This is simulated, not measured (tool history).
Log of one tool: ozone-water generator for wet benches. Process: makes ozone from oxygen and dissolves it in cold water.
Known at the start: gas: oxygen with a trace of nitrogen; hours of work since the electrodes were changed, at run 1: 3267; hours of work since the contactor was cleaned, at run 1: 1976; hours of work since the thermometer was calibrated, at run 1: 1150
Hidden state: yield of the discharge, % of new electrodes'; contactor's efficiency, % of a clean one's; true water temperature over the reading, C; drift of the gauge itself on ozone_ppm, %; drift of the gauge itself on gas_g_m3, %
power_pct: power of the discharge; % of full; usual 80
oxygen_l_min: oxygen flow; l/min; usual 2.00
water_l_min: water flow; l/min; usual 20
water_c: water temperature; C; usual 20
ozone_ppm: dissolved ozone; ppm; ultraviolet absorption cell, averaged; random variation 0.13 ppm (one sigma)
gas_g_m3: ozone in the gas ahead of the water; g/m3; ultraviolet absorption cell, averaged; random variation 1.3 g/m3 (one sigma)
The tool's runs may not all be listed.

run	day	power_pct	oxygen_l_min	water_l_min	water_c	hours of work since the electrodes were changed	hours of work since the contactor was cleaned	hours of work since the thermometer was calibrated	ozone_ppm	gas_g_m3
1	0.000	80	2.00	20	20	3267	1976	1150	14.1	237.7
2	5.142	80	2.00	15	20	3356	2065	1239	18.3	235.7
3	11.312	80	2.00	20	20	3463	2172	1346	14.2	234.9
4	14.225	80	2.00	20	20	3514	2223	1397	14.3	234.6
5	20.033	80	2.00	20	20	3615	2324	1498	14.3	236.6
6	24.762	80	2.00	20	20	3697	2406	1580	14.2	237.2
7	28.933	80	2.00	13	20	3769	2478	1652	20.6	234.4
8	34.779	80	2.00	13	20	3871	2580	1754	20.5	234.4
9	40.283	80	2.00	13	20	3966	2675	1849	20.6	235.6
10	46.496	80	2.00	13	20	4074	2783	1957	20.7	234.9
11	52.262	80	2.00	13	20	4174	2883	2057	20.7	236.1
12	58.238	80	2.00	13	20	4278	2987	2161	20.4	235.1
13	61.325	80	2.00	13	20	4331	3041	2214	20.5	236.6
14	67.271	80	2.00	13	20	4435	3144	2318	20.7	236.6
15	73.479	45	2.00	20	20	4542	3252	2425	10.3	170.9
16	79.054	45	2.00	20	20	4639	3348	2522	10.5	169.0
17	84.446	80	2.00	20	15	4733	3442	2616	14.8	235.2
18	87.717	80	2.00	20	13	4790	3499	2673	14.9	238.1
19	91.642	80	2.95	20	12	4858	3567	2741	16.3	192.1
20	95.812	80	2.95	20	12	4930	3639	2813	16.3	192.5
21	98.983	80	1.89	20	21	4985	3694	2868	14.0	244.9
22	103.571	84	1.28	20	20	5065	3774	2948	13.2	309.4
23	108.254	80	1.77	20	23	5146	3855	3029	13.9	253.0
# day 109.583: water thermometer calibrated
24	111.567	41	1.41	17	20	5203	3912	34	10.5	195.1
25	116.012	61	1.32	20	13	5280	3990	112	11.6	253.0
26	119.900	61	1.32	20	13	5348	4057	179	11.5	253.4
27	122.496	61	1.32	20	13	5393	4102	224	11.5	252.3
28	125.608	43	2.40	21	22	5447	4156	278	9.9	150.4
# day 126.696: contactor cleaned
29	131.858	80	3.29	24	15	5553	90	384	14.0	180.2
30	136.783	80	3.29	24	15	5638	175	469	14.2	181.5
31	142.633	80	3.29	24	15	5740	277	571	13.9	178.5
32	146.438	57	2.62	18	15	5806	343	637	14.3	169.3
33	149.742	80	1.14	23	20	5863	400	694	11.0	320.0

Forecast each of these 4 alternatives for the next run:
A	155.812	65	3.07	23	20	5968	505	800	?	?
B	155.812	80	1.14	23	22	5968	505	800	?	?
C	155.812	77	1.14	15	22	5968	505	800	?	?
D	155.812	53	1.97	18	20	5968	505	800	?	?

run	ozone_ppm	gas_g_m3
A	11.8	166.8
B	10.8	317.1
C	15.4	315.2
D	12.3	188.8
Without the tool's hidden state the same runs would have given:
run	ozone_ppm	gas_g_m3
A	11.9	167.3
B	10.8	318.0
C	15.4	316.1
D	12.4	189.2

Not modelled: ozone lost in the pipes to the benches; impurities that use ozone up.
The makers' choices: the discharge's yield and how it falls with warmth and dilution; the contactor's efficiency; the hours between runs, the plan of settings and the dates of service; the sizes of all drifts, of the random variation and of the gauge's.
